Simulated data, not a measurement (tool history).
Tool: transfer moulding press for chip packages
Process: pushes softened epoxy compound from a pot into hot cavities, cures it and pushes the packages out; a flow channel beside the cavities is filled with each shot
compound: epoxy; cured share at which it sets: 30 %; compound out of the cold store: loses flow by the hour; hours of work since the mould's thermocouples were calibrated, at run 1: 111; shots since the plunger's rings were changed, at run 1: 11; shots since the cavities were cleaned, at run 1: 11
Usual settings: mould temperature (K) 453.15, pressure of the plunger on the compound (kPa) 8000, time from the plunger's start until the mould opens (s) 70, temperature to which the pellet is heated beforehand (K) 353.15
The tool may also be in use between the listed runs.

| run | hour | mould temperature (K) | pressure of the plunger on the compound (kPa) | time from the plunger's start until the mould opens (s) | temperature to which the pellet is heated beforehand (K) | hours of work since the mould's thermocouples were calibrated | shots since the plunger's rings were changed | shots since the cavities were cleaned | incoming compound's hours out of the cold store | length that the compound runs in the flow channel (mm) | greatest force on the pins that push the packages out (N) |
|---|---|---|---|---|---|---|---|---|---|---|---|
| 1 | 0 | 453.15 | 8000 | 70 | 353.15 | 111 | 11 | 11 | 14.3 | 769 | 381 |
| 2 | 8.6 | 453.15 | 8000 | 70 | 353.15 | 116 | 127 | 127 | 9.5 | 793 | 432 |
| 3 | 18.8 | 453.15 | 8000 | 70 | 353.15 | 121 | 266 | 266 | 27 | 727 | 456 |
| 4 | 30.4 | 453.15 | 8000 | 70 | 353.15 | 127 | 424 | 424 | 11.1 | 780 | 563 |
| 5 | 38.9 | 453.15 | 8000 | 70 | 353.15 | 132 | 539 | 539 | 33.3 | 704 | 539 |
| 6 | 48.9 | 453.15 | 8000 | 70 | 353.15 | 137 | 674 | 674 | 18.7 | 753 | 623 |
|  | 52 | cavities cleaned with cleaning compound and waxed |
| 7 | 57 | 453.15 | 8000 | 70 | 353.15 | 140 | 764 | 69 | 25.9 | 725 | 393 |
| 8 | 64.7 | 453.15 | 8000 | 70 | 353.15 | 144 | 869 | 174 | 22.6 | 738 | 424 |
| 9 | 70.6 | 453.15 | 8000 | 70 | 353.15 | 147 | 949 | 254 | 26.6 | 721 | 498 |
| 10 | 80.3 | 453.15 | 8000 | 70 | 353.15 | 152 | 1080 | 385 | 10.6 | 774 | 544 |
| 11 | 92.1 | 453.15 | 8000 | 70 | 353.15 | 158 | 1240 | 545 | 20.7 | 741 | 575 |
|  | 104.5 | cavities cleaned with cleaning compound and waxed |
| 12 | 105.2 | 453.15 | 8000 | 70 | 353.15 | 164 | 1398 | 10 | 36.3 | 685 | 358 |
| 13 | 110.6 | 448.15 | 8000 | 70 | 353.15 | 167 | 1471 | 83 | 21 | 750 | 589 |
| 14 | 118 | 453.15 | 6100 | 70 | 353.15 | 171 | 1571 | 183 | 25.5 | 632 | 444 |
| 15 | 128.8 | 453.15 | 6640 | 62 | 358.15 | 176 | 1718 | 330 | 17 | 682 | 699 |
| 16 | 138 | 450.15 | 6640 | 62 | 358.15 | 181 | 1843 | 455 | 46.5 | 597 | 820 |
| 17 | 148 | 459.15 | 6640 | 62 | 356.15 | 186 | 1979 | 591 | 47 | 579 | 518 |
| 18 | 153.3 | 447.15 | 6300 | 81 | 362.15 | 189 | 2051 | 663 | 27.3 | 644 | 564 |
|  | 157 | cavities cleaned with cleaning compound and waxed |
| 19 | 162.5 | 448.15 | 6300 | 51 | 362.15 | 193 | 2156 | 76 | 13.7 | 680 | 1250 |
| 20 | 169.6 | 450.15 | 8000 | 57 | 353.15 | 197 | 2252 | 172 | 32.4 | 699 | 937 |
| 21 | 180 | 453.15 | 8000 | 109 | 357.15 | 202 | 2393 | 313 | 47.6 | 641 | 358 |
| 22 | 187.9 | 453.15 | 8000 | 57 | 355.15 | 206 | 2500 | 420 | 20.9 | 729 | 973 |
| 23 | 193.7 | 457.15 | 6860 | 62 | 348.15 | 209 | 2578 | 498 | 43.8 | 599 | 604 |
| 24 | 201.1 | 453.15 | 7450 | 70 | 353.15 | 213 | 2680 | 600 | 13.8 | 725 | 609 |
|  | 209.5 | cavities cleaned with cleaning compound and waxed |
| 25 | 211.7 | 447.15 | 9290 | 53 | 363.15 | 218 | 2803 | 30 | 16.6 | 812 | 1076 |
| 26 | 218.7 | 453.15 | 8000 | 92 | 362.15 | 221 | 2898 | 125 | 35.6 | 674 | 319 |
| 27 | 228.5 | 453.15 | 8000 | 92 | 362.15 | 226 | 3032 | 259 | 14.8 | 743 | 354 |
| 28 | 240.5 | 453.15 | 8000 | 92 | 362.15 | 232 | 3194 | 421 | 16.2 | 737 | 371 |

Forecast each of these 5 alternatives for the next run:
| A | 250.5 | 453.15 | 8000 | 92 | 354.15 | 238 | 3330 | 557 | 33.7 | ? | ? |
| B | 250.5 | 453.15 | 9830 | 82 | 354.15 | 238 | 3330 | 557 | 34.1 | ? | ? |
| C | 250.5 | 457.15 | 8000 | 75 | 362.15 | 238 | 3330 | 557 | 29.1 | ? | ? |
| D | 250.5 | 447.15 | 8000 | 70 | 353.15 | 238 | 3330 | 557 | 39.6 | ? | ? |
| E | 250.5 | 453.15 | 7210 | 70 | 353.15 | 238 | 3330 | 557 | 45.6 | ? | ? |

| run | length that the compound runs in the flow channel (mm) | greatest force on the pins that push the packages out (N) |
|---|---|---|
| A | 680 | 410 |
| B | 751 | 447 |
| C | 686 | 431 |
| D | 673 | 812 |
| E | 610 | 558 |
Without the tool's hidden state the same runs would have given:
| run | length that the compound runs in the flow channel (mm) | greatest force on the pins that push the packages out (N) |
|---|---|---|
| A | 707 | 248 |
| B | 781 | 276 |
| C | 712 | 268 |
| D | 699 | 507 |
| E | 634 | 344 |
